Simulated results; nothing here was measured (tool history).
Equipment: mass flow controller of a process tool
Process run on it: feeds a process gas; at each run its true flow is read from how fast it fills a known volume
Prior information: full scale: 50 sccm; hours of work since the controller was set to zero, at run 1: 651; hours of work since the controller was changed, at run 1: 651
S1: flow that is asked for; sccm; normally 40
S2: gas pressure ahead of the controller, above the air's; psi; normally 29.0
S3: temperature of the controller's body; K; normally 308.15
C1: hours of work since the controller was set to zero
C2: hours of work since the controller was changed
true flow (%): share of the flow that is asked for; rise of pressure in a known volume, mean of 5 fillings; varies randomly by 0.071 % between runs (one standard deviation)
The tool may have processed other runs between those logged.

run 1 day=0.000 | S1=40 S2=29.0 S3=308.15 | C1=651 C2=651 | true_flow_(%)=100.52
run 2 day=16.879 | S1=40 S2=29.0 S3=308.15 | C1=928 C2=928 | true_flow_(%)=100.53
run 3 day=39.142 | S1=34 S2=29.0 S3=308.15 | C1=1292 C2=1292 | true_flow_(%)=100.29
run 4 day=56.875 | S1=34 S2=29.0 S3=308.15 | C1=1583 C2=1583 | true_flow_(%)=100.25
run 5 day=71.450 | S1=40 S2=29.0 S3=308.15 | C1=1822 C2=1822 | true_flow_(%)=100.49
run 6 day=83.846 | S1=40 S2=29.0 S3=294.15 | C1=2025 C2=2025 | true_flow_(%)=98.77
run 7 day=105.250 | S1=40 S2=29.0 S3=294.15 | C1=2376 C2=2376 | true_flow_(%)=98.75
run 8 day=123.596 | S1=40 S2=29.0 S3=294.15 | C1=2676 C2=2676 | true_flow_(%)=98.86
run 9 day=138.946 | S1=40 S2=29.0 S3=294.15 | C1=2928 C2=2928 | true_flow_(%)=98.61
run 10 day=152.721 | S1=40 S2=29.0 S3=294.15 | C1=3153 C2=3153 | true_flow_(%)=98.79
run 11 day=167.458 | S1=40 S2=29.0 S3=294.15 | C1=3395 C2=3395 | true_flow_(%)=98.68
run 12 day=180.658 | S1=40 S2=29.0 S3=294.15 | C1=3611 C2=3611 | true_flow_(%)=98.54
run 13 day=203.558 | S1=40 S2=29.0 S3=294.15 | C1=3986 C2=3986 | true_flow_(%)=98.43
run 14 day=219.538 | S1=40 S2=29.0 S3=308.15 | C1=4248 C2=4248 | true_flow_(%)=100.17
run 15 day=242.600 | S1=40 S2=29.0 S3=308.15 | C1=4626 C2=4626 | true_flow_(%)=100.03
run 16 day=258.283 | S1=40 S2=29.0 S3=308.15 | C1=4883 C2=4883 | true_flow_(%)=100.01
run 17 day=275.508 | S1=11 S2=29.0 S3=308.15 | C1=5166 C2=5166 | true_flow_(%)=100.52
run 18 day=291.604 | S1=34 S2=29.0 S3=308.15 | C1=5429 C2=5429 | true_flow_(%)=99.69
run 19 day=312.596 | S1=40 S2=29.0 S3=308.15 | C1=5773 C2=5773 | true_flow_(%)=99.66
run 20 day=333.117 | S1=40 S2=29.0 S3=308.15 | C1=6110 C2=6110 | true_flow_(%)=99.71
-- day=338.650 controller's zero set anew
run 21 day=346.712 | S1=20 S2=29.0 S3=296.15 | C1=132 C2=6332 | true_flow_(%)=96.52
run 22 day=370.354 | S1=48 S2=26.5 S3=296.15 | C1=520 C2=6719 | true_flow_(%)=97.73
run 23 day=381.825 | S1=44 S2=29.0 S3=302.15 | C1=708 C2=6907 | true_flow_(%)=98.23
run 24 day=397.592 | S1=27 S2=29.7 S3=302.15 | C1=966 C2=7166 | true_flow_(%)=97.50
run 25 day=407.904 | S1=40 S2=27.8 S3=296.15 | C1=1135 C2=7335 | true_flow_(%)=97.20
run 26 day=424.267 | S1=15 S2=27.8 S3=312.15 | C1=1403 C2=7603 | true_flow_(%)=98.21
run 27 day=434.521 | S1=33 S2=28.1 S3=300.15 | C1=1571 C2=7771 | true_flow_(%)=97.39
run 28 day=453.754 | S1=5 S2=29.0 S3=308.15 | C1=1886 C2=8086 | true_flow_(%)=98.82
run 29 day=477.350 | S1=6 S2=30.2 S3=307.15 | C1=2273 C2=8473 | true_flow_(%)=98.71
run 30 day=491.904 | S1=9 S2=31.9 S3=297.15 | C1=2511 C2=8711 | true_flow_(%)=96.96
run 31 day=510.629 | S1=15 S2=34.7 S3=301.15 | C1=2818 C2=9018 | true_flow_(%)=97.28
run 32 day=533.942 | S1=6 S2=25.5 S3=301.15 | C1=3200 C2=9400 | true_flow_(%)=98.41
run 33 day=553.933 | S1=6 S2=25.5 S3=301.15 | C1=3528 C2=9728 | true_flow_(%)=98.50
run 34 day=572.888 | S1=40 S2=30.3 S3=308.15 | C1=3838 C2=10038 | true_flow_(%)=98.22
run 35 day=591.592 | S1=12 S2=29.0 S3=308.15 | C1=4145 C2=10345 | true_flow_(%)=98.15

Estimate the outcome of run 36 from the log above:
run 36 day=611.967 | S1=12 S2=29.0 S3=307.15 | C1=4479 C2=10678 | true_flow_(%)=?

true flow (%): 98.07
Take away the tool's hidden state, keep the run-to-run variation as it was, and the same run would have given true flow (%) 99.12.

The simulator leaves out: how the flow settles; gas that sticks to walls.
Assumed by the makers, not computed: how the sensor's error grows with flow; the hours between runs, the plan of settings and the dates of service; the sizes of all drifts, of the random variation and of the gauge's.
